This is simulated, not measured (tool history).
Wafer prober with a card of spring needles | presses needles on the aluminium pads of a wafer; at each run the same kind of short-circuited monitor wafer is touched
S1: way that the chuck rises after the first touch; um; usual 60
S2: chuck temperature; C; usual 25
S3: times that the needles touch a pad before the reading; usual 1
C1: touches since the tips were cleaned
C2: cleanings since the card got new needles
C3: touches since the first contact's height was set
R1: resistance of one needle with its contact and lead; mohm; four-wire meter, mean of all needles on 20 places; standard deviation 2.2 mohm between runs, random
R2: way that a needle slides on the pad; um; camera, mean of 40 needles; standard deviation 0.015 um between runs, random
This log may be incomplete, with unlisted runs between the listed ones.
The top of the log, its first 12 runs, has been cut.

-- day=4.225 tips cleaned on abrasive film
-- day=4.550 tips cleaned on abrasive film
run 13 day=4.592 | S1=60 S2=40 S3=1 | C1=682 C2=43 C3=109359 | R1=269 R2=10.02
-- day=4.862 tips cleaned on abrasive film
run 14 day=5.050 | S1=60 S2=40 S3=1 | C1=3036 C2=44 C3=116682 | R1=296 R2=10.03
-- day=5.133 height of the first contact set anew
-- day=5.192 tips cleaned on abrasive film
run 15 day=5.400 | S1=60 S2=40 S3=1 | C1=3330 C2=45 C3=4214 | R1=298 R2=10.25
-- day=5.512 tips cleaned on abrasive film
run 16 day=5.696 | S1=60 S2=25 S3=1 | C1=2894 C2=46 C3=8868 | R1=294 R2=10.22
-- day=5.829 tips cleaned on abrasive film
run 17 day=6.025 | S1=72 S2=25 S3=1 | C1=3189 C2=47 C3=14146 | R1=277 R2=12.27
-- day=6.154 tips cleaned on abrasive film
run 18 day=6.262 | S1=72 S2=25 S3=1 | C1=1777 C2=48 C3=17885 | R1=269 R2=12.30
-- day=6.454 tips cleaned on abrasive film
run 19 day=6.508 | S1=72 S2=25 S3=1 | C1=861 C2=49 C3=21784 | R1=256 R2=12.24
-- day=6.762 tips cleaned on abrasive film
run 20 day=6.925 | S1=72 S2=25 S3=1 | C1=2617 C2=50 C3=28386 | R1=272 R2=12.26
-- day=7.079 tips cleaned on abrasive film
run 21 day=7.346 | S1=72 S2=25 S3=1 | C1=4323 C2=51 C3=35136 | R1=283 R2=12.25
-- day=7.400 tips cleaned on abrasive film
-- day=7.704 tips cleaned on abrasive film
run 22 day=7.812 | S1=47 S2=25 S3=2 | C1=1789 C2=53 C3=42495 | R1=287 R2=7.94
-- day=8.046 tips cleaned on abrasive film
run 23 day=8.300 | S1=51 S2=43 S3=3 | C1=4068 C2=54 C3=50253 | R1=284 R2=8.61
-- day=8.367 tips cleaned on abrasive film
-- day=8.696 tips cleaned on abrasive film
run 24 day=8.762 | S1=56 S2=96 S3=2 | C1=1068 C2=56 C3=57564 | R1=287 R2=9.43
-- day=9.033 tips cleaned on abrasive film
run 25 day=9.125 | S1=46 S2=41 S3=2 | C1=1475 C2=57 C3=63299 | R1=284 R2=7.72
-- day=9.342 tips cleaned on abrasive film
run 26 day=9.579 | S1=75 S2=49 S3=3 | C1=3802 C2=58 C3=70559 | R1=263 R2=12.66
-- day=9.662 tips cleaned on abrasive film
-- day=9.979 tips cleaned on abrasive film
run 27 day=10.083 | S1=74 S2=25 S3=2 | C1=1701 C2=60 C3=78570 | R1=261 R2=12.46
-- day=10.296 tips cleaned on abrasive film
-- day=10.617 tips cleaned on abrasive film
run 28 day=10.617 | S1=43 S2=29 S3=1 | C1=0 C2=62 C3=86965 | R1=273 R2=7.13
-- day=10.933 tips cleaned on abrasive film
run 29 day=11.154 | S1=60 S2=102 S3=2 | C1=3565 C2=63 C3=95565 | R1=301 R2=10.04
-- day=11.242 tips cleaned on abrasive film
run 30 day=11.467 | S1=48 S2=32 S3=2 | C1=3617 C2=64 C3=100532 | R1=306 R2=8.00
-- day=11.579 tips cleaned on abrasive film
-- day=11.888 tips cleaned on abrasive film
run 31 day=12.008 | S1=60 S2=31 S3=2 | C1=1881 C2=66 C3=109079 | R1=271 R2=10.01
-- day=12.212 tips cleaned on abrasive film
run 32 day=12.338 | S1=41 S2=34 S3=2 | C1=2031 C2=67 C3=114327 | R1=311 R2=6.77

Predict each of these 3 candidate next runs independently; none follows another, all start after run 32:
-- day=12.517 tips cleaned on abrasive film
-- day=12.571 height of the first contact set anew
run A day=12.817 | S1=46 S2=25 S3=2 | C1=4648 C2=68 C3=3991 | R1=? R2=?
-- day=12.517 tips cleaned on abrasive film
-- day=12.571 height of the first contact set anew
run B day=12.817 | S1=42 S2=39 S3=1 | C1=4648 C2=68 C3=3991 | R1=? R2=?
-- day=12.517 tips cleaned on abrasive film
-- day=12.571 height of the first contact set anew
run C day=12.817 | S1=41 S2=35 S3=2 | C1=4648 C2=68 C3=3991 | R1=? R2=?

run=A R1=317 R2=7.85
run=B R1=377 R2=7.21
run=C R1=335 R2=7.00
Without the tool's hidden state the same runs would have given:
run=A R1=256 R2=7.85
run=B R1=261 R2=7.21
run=C R1=261 R2=7.00

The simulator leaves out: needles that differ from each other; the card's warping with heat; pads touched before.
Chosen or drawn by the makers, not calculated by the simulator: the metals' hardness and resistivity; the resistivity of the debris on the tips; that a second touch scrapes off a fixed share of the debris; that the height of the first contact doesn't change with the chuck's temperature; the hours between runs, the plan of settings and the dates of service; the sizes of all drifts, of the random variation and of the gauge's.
